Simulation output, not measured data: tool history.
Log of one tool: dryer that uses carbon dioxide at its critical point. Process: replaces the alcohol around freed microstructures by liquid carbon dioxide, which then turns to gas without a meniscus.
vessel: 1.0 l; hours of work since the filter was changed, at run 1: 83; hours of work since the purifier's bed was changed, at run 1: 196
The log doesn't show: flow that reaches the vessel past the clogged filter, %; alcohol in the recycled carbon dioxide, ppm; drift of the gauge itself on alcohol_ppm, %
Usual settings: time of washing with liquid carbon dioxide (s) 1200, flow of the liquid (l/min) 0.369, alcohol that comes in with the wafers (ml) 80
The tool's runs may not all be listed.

| run | day | time of washing with liquid carbon dioxide (s) | flow of the liquid (l/min) | alcohol that comes in with the wafers (ml) | hours of work since the filter was changed | hours of work since the purifier's bed was changed | alcohol left in the vessel before it's heated (ppm by volume) |
|---|---|---|---|---|---|---|---|
| 1 | 0 | 1200 | 0.369 | 80 | 83 | 196 | 342 |
| 2 | 0.267 | 1200 | 0.369 | 80 | 86 | 199 | 364 |
| 3 | 0.65 | 1200 | 0.369 | 80 | 90 | 204 | 373 |
| 4 | 1.004 | 1200 | 0.369 | 80 | 95 | 208 | 364 |
| 5 | 1.221 | 1200 | 0.369 | 25 | 97 | 211 | 168 |
| 6 | 1.579 | 1200 | 0.369 | 25 | 101 | 215 | 178 |
| 7 | 1.954 | 1200 | 0.369 | 25 | 106 | 219 | 189 |
| 8 | 2.388 | 1200 | 0.369 | 80 | 111 | 224 | 393 |
| 9 | 2.838 | 1200 | 0.369 | 80 | 116 | 229 | 394 |
| 10 | 3.112 | 1200 | 0.355 | 80 | 119 | 233 | 465 |
| 11 | 3.554 | 1200 | 0.355 | 80 | 124 | 238 | 477 |
| 12 | 4.054 | 1200 | 0.355 | 80 | 130 | 243 | 483 |
| 13 | 4.346 | 1200 | 0.355 | 80 | 133 | 247 | 500 |
| 14 | 4.704 | 1740 | 0.369 | 80 | 138 | 251 | 130 |
| 15 | 4.996 | 1020 | 0.442 | 24 | 141 | 254 | 193 |
| 16 | 5.342 | 1020 | 0.6 | 52 | 145 | 258 | 139 |
| 17 | 5.696 | 1740 | 0.421 | 52 | 149 | 263 | 113 |
| 18 | 6.1 | 840 | 0.369 | 80 | 154 | 267 | 1856 |
| 19 | 6.404 | 840 | 0.369 | 80 | 157 | 271 | 1858 |
| 20 | 6.842 | 840 | 0.369 | 80 | 163 | 276 | 1891 |
| 21 | 7.333 | 840 | 0.369 | 80 | 168 | 282 | 1895 |
| 22 | 7.817 | 840 | 0.369 | 80 | 174 | 287 | 1930 |
| 23 | 8.192 | 840 | 0.369 | 80 | 178 | 292 | 1939 |
| 24 | 8.642 | 1800 | 0.372 | 80 | 183 | 297 | 142 |
| 25 | 8.946 | 840 | 0.249 | 80 | 187 | 300 | 6257 |
| 26 | 9.279 | 1080 | 0.275 | 41 | 191 | 304 | 1289 |
| 27 | 9.758 | 1200 | 0.369 | 86 | 196 | 310 | 520 |

5 ways to go on from here, each from the tool as it stands after run 27. What would each give?
| A | 10.054 | 780 | 0.372 | 80 | 200 | 313 | ? |
| B | 10.054 | 840 | 0.35 | 57 | 200 | 313 | ? |
| C | 10.054 | 1440 | 0.542 | 86 | 200 | 313 | ? |
| D | 10.054 | 1200 | 0.381 | 32 | 200 | 313 | ? |
| E | 10.054 | 1200 | 0.324 | 86 | 200 | 313 | ? |

| run | alcohol left in the vessel before it's heated (ppm by volume) |
|---|---|
| A | 2549 |
| B | 1792 |
| C | 146 |
| D | 266 |
| E | 940 |
Without the tool's hidden state the same runs would have given:
| run | alcohol left in the vessel before it's heated (ppm by volume) |
|---|---|
| A | 1604 |
| B | 1097 |
| C | 9 |
| D | 83 |
| E | 467 |

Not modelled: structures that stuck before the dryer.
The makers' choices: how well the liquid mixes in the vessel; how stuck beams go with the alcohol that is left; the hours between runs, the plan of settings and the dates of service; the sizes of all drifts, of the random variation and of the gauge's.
